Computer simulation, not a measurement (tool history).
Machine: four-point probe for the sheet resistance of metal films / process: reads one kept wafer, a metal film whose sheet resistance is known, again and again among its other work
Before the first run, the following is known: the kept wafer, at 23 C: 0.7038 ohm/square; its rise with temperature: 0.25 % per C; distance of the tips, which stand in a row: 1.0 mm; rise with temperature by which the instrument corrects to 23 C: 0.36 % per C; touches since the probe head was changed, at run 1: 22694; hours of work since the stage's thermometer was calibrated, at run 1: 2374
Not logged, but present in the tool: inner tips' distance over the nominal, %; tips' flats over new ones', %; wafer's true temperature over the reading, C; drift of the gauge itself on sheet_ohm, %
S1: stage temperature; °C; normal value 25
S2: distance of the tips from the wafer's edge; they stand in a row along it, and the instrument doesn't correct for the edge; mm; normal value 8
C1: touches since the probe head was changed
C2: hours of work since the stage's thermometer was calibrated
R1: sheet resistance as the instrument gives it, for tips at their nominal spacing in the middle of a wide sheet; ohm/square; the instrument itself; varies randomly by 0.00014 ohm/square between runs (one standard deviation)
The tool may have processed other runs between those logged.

{"run": 1, "day": 0.0, "S1": 25, "S2": 8, "C1": 22694, "C2": 2374, "R1": 0.704167}
{"run": 2, "day": 4.433, "S1": 25, "S2": 7, "C1": 24342, "C2": 2422, "R1": 0.70599}
{"run": 3, "day": 9.742, "S1": 25, "S2": 7, "C1": 26313, "C2": 2479, "R1": 0.705971}
{"run": 4, "day": 14.375, "S1": 25, "S2": 7, "C1": 28036, "C2": 2530, "R1": 0.705608}
{"run": 5, "day": 17.15, "S1": 25, "S2": 7, "C1": 29067, "C2": 2560, "R1": 0.705639}
{"day": 21.721, "done": "stage's thermometer calibrated"}
{"run": 6, "day": 21.721, "S1": 25, "S2": 7, "C1": 30757, "C2": 0, "R1": 0.705735}
{"run": 7, "day": 24.154, "S1": 25, "S2": 8, "C1": 31662, "C2": 26, "R1": 0.704008}
{"run": 8, "day": 28.158, "S1": 27, "S2": 8, "C1": 33149, "C2": 70, "R1": 0.702325}
{"run": 9, "day": 32.792, "S1": 25, "S2": 8, "C1": 34870, "C2": 120, "R1": 0.703601}
{"run": 10, "day": 36.642, "S1": 25, "S2": 8, "C1": 36301, "C2": 161, "R1": 0.703713}
{"run": 11, "day": 40.775, "S1": 25, "S2": 8, "C1": 37837, "C2": 206, "R1": 0.703719}
{"day": 45.354, "done": "stage's thermometer calibrated, once more"}
{"run": 12, "day": 46.067, "S1": 25, "S2": 8, "C1": 39795, "C2": 8, "R1": 0.704264}
{"run": 13, "day": 51.425, "S1": 25, "S2": 8, "C1": 41787, "C2": 66, "R1": 0.704349}
{"run": 14, "day": 53.833, "S1": 22, "S2": 8, "C1": 42681, "C2": 92, "R1": 0.706523}
{"run": 15, "day": 58.708, "S1": 33, "S2": 8, "C1": 44493, "C2": 144, "R1": 0.698677}
{"run": 16, "day": 61.608, "S1": 22, "S2": 9, "C1": 45569, "C2": 176, "R1": 0.705073}
{"run": 17, "day": 66.296, "S1": 25, "S2": 20, "C1": 47312, "C2": 227, "R1": 0.698983}
{"run": 18, "day": 69.217, "S1": 21, "S2": 21, "C1": 48396, "C2": 258, "R1": 0.70177}
{"run": 19, "day": 72.412, "S1": 21, "S2": 21, "C1": 49584, "C2": 293, "R1": 0.701726}
{"run": 20, "day": 76.571, "S1": 27, "S2": 55, "C1": 51130, "C2": 338, "R1": 0.6966}
{"run": 21, "day": 81.158, "S1": 27, "S2": 5, "C1": 52834, "C2": 387, "R1": 0.71111}
{"run": 22, "day": 83.662, "S1": 27, "S2": 5, "C1": 53764, "C2": 414, "R1": 0.711131}
{"run": 23, "day": 89.179, "S1": 27, "S2": 5, "C1": 55814, "C2": 474, "R1": 0.710712}
{"run": 24, "day": 92.304, "S1": 27, "S2": 5, "C1": 56976, "C2": 508, "R1": 0.710982}

What if the next run were any one of these 5? Each begins from the tool's condition after run 24:
{"run": "A", "day": 95.004, "S1": 35, "S2": 37, "C1": 57979, "C2": 537, "R1": "?"}
{"run": "B", "day": 95.004, "S1": 18, "S2": 6, "C1": 57979, "C2": 537, "R1": "?"}
{"run": "C", "day": 95.004, "S1": 25, "S2": 14, "C1": 57979, "C2": 537, "R1": "?"}
{"run": "D", "day": 95.004, "S1": 28, "S2": 4, "C1": 57979, "C2": 537, "R1": "?"}
{"run": "E", "day": 95.004, "S1": 35, "S2": 54, "C1": 57979, "C2": 537, "R1": "?"}

run=A R1=0.690779
run=B R1=0.712893
run=C R1=0.699887
run=D R1=0.717985
run=E R1=0.690746
Had the tool no hidden state, the same runs would have come out as:
run=A R1=0.695362
run=B R1=0.717624
run=C R1=0.704533
run=D R1=0.722739
run=E R1=0.695328
